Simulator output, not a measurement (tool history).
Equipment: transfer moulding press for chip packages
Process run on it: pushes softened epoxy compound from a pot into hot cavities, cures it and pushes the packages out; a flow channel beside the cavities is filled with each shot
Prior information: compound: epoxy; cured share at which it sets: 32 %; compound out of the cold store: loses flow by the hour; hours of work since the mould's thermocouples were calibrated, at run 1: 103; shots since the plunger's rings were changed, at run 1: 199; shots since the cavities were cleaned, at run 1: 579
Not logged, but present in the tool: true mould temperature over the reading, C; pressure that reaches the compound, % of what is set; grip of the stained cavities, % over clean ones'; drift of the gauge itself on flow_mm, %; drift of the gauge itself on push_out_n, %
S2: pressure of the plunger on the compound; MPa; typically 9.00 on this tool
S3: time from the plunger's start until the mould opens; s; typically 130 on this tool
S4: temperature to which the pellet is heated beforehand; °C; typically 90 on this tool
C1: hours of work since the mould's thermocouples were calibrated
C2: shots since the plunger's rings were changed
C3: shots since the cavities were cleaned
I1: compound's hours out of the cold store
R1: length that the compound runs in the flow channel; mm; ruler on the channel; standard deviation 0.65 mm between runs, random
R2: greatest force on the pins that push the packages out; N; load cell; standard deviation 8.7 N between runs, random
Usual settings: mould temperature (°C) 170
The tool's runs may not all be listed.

{"run": 1, "hour": 0.0, "mould temperature (°C)": 170, "S2": 9.0, "S3": 130, "S4": 90, "C1": 103, "C2": 199, "C3": 579, "I1": 12.2, "R1": 561.4, "R2": 608}
{"run": 2, "hour": 8.0, "mould temperature (°C)": 170, "S2": 9.0, "S3": 130, "S4": 95, "C1": 108, "C2": 259, "C3": 639, "I1": 31.2, "R1": 524.2, "R2": 599}
{"run": 3, "hour": 15.4, "mould temperature (°C)": 170, "S2": 9.0, "S3": 130, "S4": 95, "C1": 112, "C2": 314, "C3": 694, "I1": 10.0, "R1": 564.3, "R2": 601}
{"run": 4, "hour": 22.1, "mould temperature (°C)": 170, "S2": 9.0, "S3": 130, "S4": 90, "C1": 116, "C2": 364, "C3": 744, "I1": 45.7, "R1": 499.7, "R2": 596}
{"run": 5, "hour": 29.3, "mould temperature (°C)": 170, "S2": 9.0, "S3": 130, "S4": 90, "C1": 120, "C2": 418, "C3": 798, "I1": 35.4, "R1": 517.9, "R2": 594}
{"run": 6, "hour": 38.7, "mould temperature (°C)": 170, "S2": 9.0, "S3": 111, "S4": 90, "C1": 125, "C2": 489, "C3": 869, "I1": 39.3, "R1": 508.8, "R2": 737}
{"hour": 41.4, "done": "cavities cleaned with cleaning compound and waxed"}
{"run": 7, "hour": 45.5, "mould temperature (°C)": 170, "S2": 9.0, "S3": 111, "S4": 91, "C1": 128, "C2": 528, "C3": 31, "I1": 14.9, "R1": 552.9, "R2": 803}
{"run": 8, "hour": 55.8, "mould temperature (°C)": 168, "S2": 6.92, "S3": 137, "S4": 90, "C1": 134, "C2": 605, "C3": 108, "I1": 42.6, "R1": 446.7, "R2": 629}
{"run": 9, "hour": 62.5, "mould temperature (°C)": 168, "S2": 6.92, "S3": 137, "S4": 90, "C1": 137, "C2": 655, "C3": 158, "I1": 9.2, "R1": 501.6, "R2": 645}
{"run": 10, "hour": 69.2, "mould temperature (°C)": 177, "S2": 8.65, "S3": 137, "S4": 94, "C1": 141, "C2": 706, "C3": 209, "I1": 17.6, "R1": 517.5, "R2": 563}
{"hour": 77.9, "done": "cavities cleaned with cleaning compound and waxed, once more"}
{"run": 11, "hour": 79.5, "mould temperature (°C)": 177, "S2": 8.65, "S3": 137, "S4": 94, "C1": 146, "C2": 771, "C3": 11, "I1": 44.8, "R1": 470.2, "R2": 374}
{"run": 12, "hour": 87.2, "mould temperature (°C)": 170, "S2": 8.65, "S3": 149, "S4": 94, "C1": 150, "C2": 829, "C3": 69, "I1": 42.4, "R1": 491.8, "R2": 422}

Below, each run's measurement less what the same run would have read without the hidden state. Both values contain the same run-to-run variation, but the gauge's scatter may not be the same in both:
run=1 R1=-3.7 R2=+176
run=2 R1=-3.7 R2=+175
run=3 R1=-4.2 R2=+179
run=4 R1=-3.9 R2=+183
run=5 R1=-4.4 R2=+183
run=6 R1=-4.6 R2=+223
run=7 R1=-5.3 R2=+261
run=8 R1=-4.6 R2=+211
run=9 R1=-5.4 R2=+215
run=10 R1=-5.6 R2=+193
run=11 R1=-5.4 R2=+6
run=12 R1=-6.0 R2=+32
